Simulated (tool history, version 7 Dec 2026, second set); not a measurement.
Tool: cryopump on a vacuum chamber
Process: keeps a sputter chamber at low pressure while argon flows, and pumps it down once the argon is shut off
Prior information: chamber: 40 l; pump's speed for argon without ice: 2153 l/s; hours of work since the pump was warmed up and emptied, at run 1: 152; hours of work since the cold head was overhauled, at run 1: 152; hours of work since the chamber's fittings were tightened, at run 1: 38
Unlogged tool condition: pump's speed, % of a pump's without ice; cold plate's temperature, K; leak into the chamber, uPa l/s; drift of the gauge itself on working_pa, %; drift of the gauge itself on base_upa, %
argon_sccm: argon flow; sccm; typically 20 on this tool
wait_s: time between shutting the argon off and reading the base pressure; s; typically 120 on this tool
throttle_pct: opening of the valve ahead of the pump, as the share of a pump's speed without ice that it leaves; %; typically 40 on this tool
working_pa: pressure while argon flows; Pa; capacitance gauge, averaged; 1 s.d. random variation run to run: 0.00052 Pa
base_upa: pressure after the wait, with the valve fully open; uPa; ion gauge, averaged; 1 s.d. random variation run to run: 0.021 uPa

| run | hour | argon_sccm | wait_s | throttle_pct | hours of work since the pump was warmed up and emptied | hours of work since the cold head was overhauled | hours of work since the chamber's fittings were tightened | working_pa | base_upa |
|---|---|---|---|---|---|---|---|---|---|
| 1 | 0 | 20 | 120 | 40 | 152 | 152 | 38 | 0.0407 | 0.36 |
| 2 | 45 | 9 | 120 | 40 | 182 | 182 | 68 | 0.0185 | 0.39 |
| 3 | 97.9 | 20 | 120 | 40 | 217 | 217 | 103 | 0.0405 | 0.39 |
| 4 | 148.8 | 20 | 94 | 40 | 251 | 251 | 137 | 0.0428 | 0.46 |
| 5 | 174.3 | 20 | 120 | 34 | 268 | 268 | 154 | 0.0492 | 0.4 |
| 6 | 209.5 | 20 | 274 | 40 | 291 | 291 | 177 | 0.0425 | 0.3 |
| 7 | 237.4 | 20 | 274 | 40 | 309 | 309 | 195 | 0.0432 | 0.3 |
| 8 | 284.9 | 12 | 120 | 41 | 341 | 341 | 227 | 0.026 | 0.45 |
| 9 | 323.9 | 13 | 65 | 45 | 366 | 366 | 252 | 0.0257 | 0.61 |
| 10 | 377.8 | 30 | 120 | 40 | 402 | 402 | 288 | 0.0657 | 0.48 |
| 11 | 417.7 | 8 | 173 | 56 | 428 | 428 | 314 | 0.0135 | 0.43 |
| 12 | 449.7 | 8 | 71 | 27 | 450 | 450 | 336 | 0.0257 | 0.6 |

What does the tool deliver on the next run?
| 13 | 496.9 | 20 | 55 | 40 | 481 | 481 | 367 | ? | ? |

{"run 13": {"working_pa": 0.0451, "base_upa": 0.74}}
Had the tool carried no hidden state, the very same run would have given working_pa 0.0386 Pa, base_upa 0.55 uPa.
